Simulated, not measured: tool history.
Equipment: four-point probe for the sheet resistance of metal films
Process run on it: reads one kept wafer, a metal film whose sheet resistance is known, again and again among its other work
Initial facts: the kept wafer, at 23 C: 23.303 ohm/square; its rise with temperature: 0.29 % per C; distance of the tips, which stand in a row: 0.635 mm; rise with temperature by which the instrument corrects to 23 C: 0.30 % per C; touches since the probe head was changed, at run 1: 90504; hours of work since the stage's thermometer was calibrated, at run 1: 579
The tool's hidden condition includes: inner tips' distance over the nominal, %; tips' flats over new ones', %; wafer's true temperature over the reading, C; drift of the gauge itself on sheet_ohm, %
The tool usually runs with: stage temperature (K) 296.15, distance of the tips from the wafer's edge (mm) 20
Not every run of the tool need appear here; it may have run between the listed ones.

| run | hour | stage temperature (K) | distance of the tips from the wafer's edge (mm) | touches since the probe head was changed | hours of work since the stage's thermometer was calibrated | sheet resistance as the instrument gives it (ohm/square) |
|---|---|---|---|---|---|---|
| 1 | 0.0 | 296.15 | 20 | 90504 | 579 | 23.060235 |
| 2 | 19.1 | 300.15 | 20 | 91649 | 594 | 23.057743 |
| 3 | 51.5 | 300.15 | 20 | 93596 | 618 | 23.045316 |
| 4 | 76.6 | 300.15 | 20 | 95103 | 637 | 23.041364 |
| 5 | 121.0 | 300.15 | 20 | 97773 | 671 | 23.040215 |
| 6 | 163.7 | 300.15 | 20 | 100337 | 704 | 23.028697 |
| 7 | 199.6 | 298.15 | 20 | 102495 | 731 | 23.027891 |
| 8 | 227.1 | 296.15 | 73 | 104149 | 752 | 23.009038 |
|  | 259.7 | new probe head fitted |
| 9 | 271.5 | 296.15 | 73 | 709 | 785 | 23.252171 |
| 10 | 313.3 | 296.15 | 73 | 3223 | 816 | 23.253168 |
| 11 | 345.7 | 296.15 | 20 | 5167 | 841 | 23.246067 |
| 12 | 380.9 | 296.15 | 20 | 7284 | 867 | 23.244443 |
| 13 | 413.0 | 296.15 | 15 | 9209 | 892 | 23.246423 |
| 14 | 440.5 | 296.15 | 15 | 10864 | 913 | 23.243846 |
| 15 | 485.1 | 296.15 | 15 | 13545 | 947 | 23.238165 |
| 16 | 524.3 | 296.15 | 20 | 15899 | 976 | 23.215476 |
| 17 | 547.7 | 296.15 | 20 | 17303 | 994 | 23.212107 |
| 18 | 589.6 | 296.15 | 20 | 19817 | 1026 | 23.203947 |
| 19 | 616.7 | 296.15 | 19 | 21448 | 1046 | 23.201874 |
| 20 | 643.6 | 296.15 | 20 | 23066 | 1067 | 23.197950 |
| 21 | 674.7 | 296.15 | 20 | 24933 | 1090 | 23.189982 |
| 22 | 703.3 | 296.15 | 20 | 26649 | 1112 | 23.191940 |
| 23 | 741.4 | 300.15 | 19 | 28939 | 1141 | 23.176763 |
| 24 | 764.6 | 300.15 | 19 | 30334 | 1158 | 23.170537 |
| 25 | 787.7 | 296.15 | 26 | 31723 | 1176 | 23.166900 |
| 26 | 810.5 | 296.15 | 26 | 33088 | 1193 | 23.158480 |
| 27 | 844.7 | 306.15 | 6 | 35145 | 1219 | 23.274272 |
| 28 | 879.9 | 302.15 | 10 | 37258 | 1246 | 23.188032 |
| 29 | 903.5 | 296.15 | 4 | 38674 | 1264 | 23.458063 |
| 30 | 929.8 | 296.15 | 17 | 40258 | 1284 | 23.157669 |
| 31 | 972.3 | 300.15 | 15 | 42812 | 1316 | 23.144890 |
| 32 | 991.7 | 307.15 | 7 | 43978 | 1331 | 23.203924 |
| 33 | 1029.7 | 307.15 | 7 | 46259 | 1359 | 23.198190 |
| 34 | 1057.5 | 293.15 | 4 | 47930 | 1381 | 23.430328 |
| 35 | 1099.1 | 293.15 | 4 | 50426 | 1412 | 23.428355 |
| 36 | 1124.4 | 297.15 | 22 | 51946 | 1431 | 23.111890 |
| 37 | 1169.7 | 292.15 | 9 | 54668 | 1466 | 23.163998 |
| 38 | 1193.8 | 292.15 | 9 | 56118 | 1484 | 23.152486 |
| 39 | 1227.8 | 294.15 | 4 | 58160 | 1510 | 23.396214 |
| 40 | 1268.7 | 294.15 | 4 | 60618 | 1541 | 23.384417 |
| 41 | 1312.3 | 294.15 | 4 | 63233 | 1574 | 23.376220 |
| 42 | 1332.0 | 304.15 | 32 | 64417 | 1589 | 23.058313 |
| 43 | 1364.5 | 291.15 | 10 | 66373 | 1613 | 23.125811 |
| 44 | 1392.6 | 295.15 | 4 | 68059 | 1635 | 23.358588 |

Predict each of these 4 candidate next runs independently; none follows another, all start after run 44:
| A | 1428.1 | 299.15 | 11 | 70192 | 1662 | ? |
| B | 1428.1 | 295.15 | 45 | 70192 | 1662 | ? |
| C | 1428.1 | 296.15 | 4 | 70192 | 1662 | ? |
| D | 1428.1 | 298.15 | 22 | 70192 | 1662 | ? |

| run | sheet resistance as the instrument gives it (ohm/square) |
|---|---|
| A | 23.085693 |
| B | 23.053245 |
| C | 23.359950 |
| D | 23.058660 |
With the hidden condition removed and each run's random variation left untouched, the same runs would have given:
| run | sheet resistance as the instrument gives it (ohm/square) |
|---|---|
| A | 23.339857 |
| B | 23.307452 |
| C | 23.617212 |
| D | 23.312641 |
